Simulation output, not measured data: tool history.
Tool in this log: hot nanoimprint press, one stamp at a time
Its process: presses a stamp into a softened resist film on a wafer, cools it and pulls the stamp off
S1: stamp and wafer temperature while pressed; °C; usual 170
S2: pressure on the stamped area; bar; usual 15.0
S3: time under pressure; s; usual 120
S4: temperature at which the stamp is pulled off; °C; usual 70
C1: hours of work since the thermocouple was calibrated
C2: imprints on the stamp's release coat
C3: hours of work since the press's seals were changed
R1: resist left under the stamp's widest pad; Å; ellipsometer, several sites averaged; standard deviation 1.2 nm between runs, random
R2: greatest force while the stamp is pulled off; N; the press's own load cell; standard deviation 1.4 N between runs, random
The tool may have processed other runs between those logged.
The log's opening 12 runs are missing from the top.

run   hour   S1    S2   S3  S4   C1    C2   C3    R1   R2
 13  214.8  170  15.0  120  70  255   669  361  1999   99
 14  229.7  170  19.7  120  70  264   715  370  1705  101
 15  241.6  170  15.0  120  70  271   752  377  1986  103
 16  258.5  170  15.0  120  70  281   805  387  2011  104
 17  270.2  170   9.3   67  70  288   841  394  3066   98
 18  285.1  181  15.9   73  73  297   888  403  1371   96
 19  299.0  181  15.9   73  73  305   931  411  1390   94
 20  312.2  179  10.9  150  61  313   972  419  1441  119
 21  327.0  179  10.9  150  61  322  1018  428  1431  120
 22  350.2  170  11.3   83  64  336  1090  442  2642  115
 23  360.9  177   9.5  158  73  342  1123  448  1682   98
 24  383.9  170  15.2  120  57  356  1195  462  1995  132
     395.1  -- plate thermocouple calibrated
 25  405.3  170  15.2  120  57    6  1252  473  1962  132
 26  420.7  170  15.7  137  70   15  1300  482  1829  104
 27  442.7  179  13.8  117  78   28  1369  495  1361   88
 28  458.8  170  10.4  120  70   38  1419  505  2396  103
 29  475.6  172  15.0   64  70   48  1471  515  2226  105
 30  494.8  172  15.0   64  70   59  1531  526  2242  109

Alternative continuations, all from the tool just after run 30; predict every row:
  A  513.7  170  22.0  230  70  71  1590  537   ?   ?
  B  513.7  170  10.9  120  70  71  1590  537   ?   ?
  C  513.7  175  15.0  126  68  71  1590  537   ?   ?
  D  513.7  172  15.0   64  58  71  1590  537   ?   ?

run    R1   R2
  A  1270  109
  B  2349  107
  C  1531  113
  D  2259  136
With no hidden state in the tool, these same runs would have given:
run    R1   R2
  A  1200   94
  B  2279   92
  C  1470   98
  D  2175  118
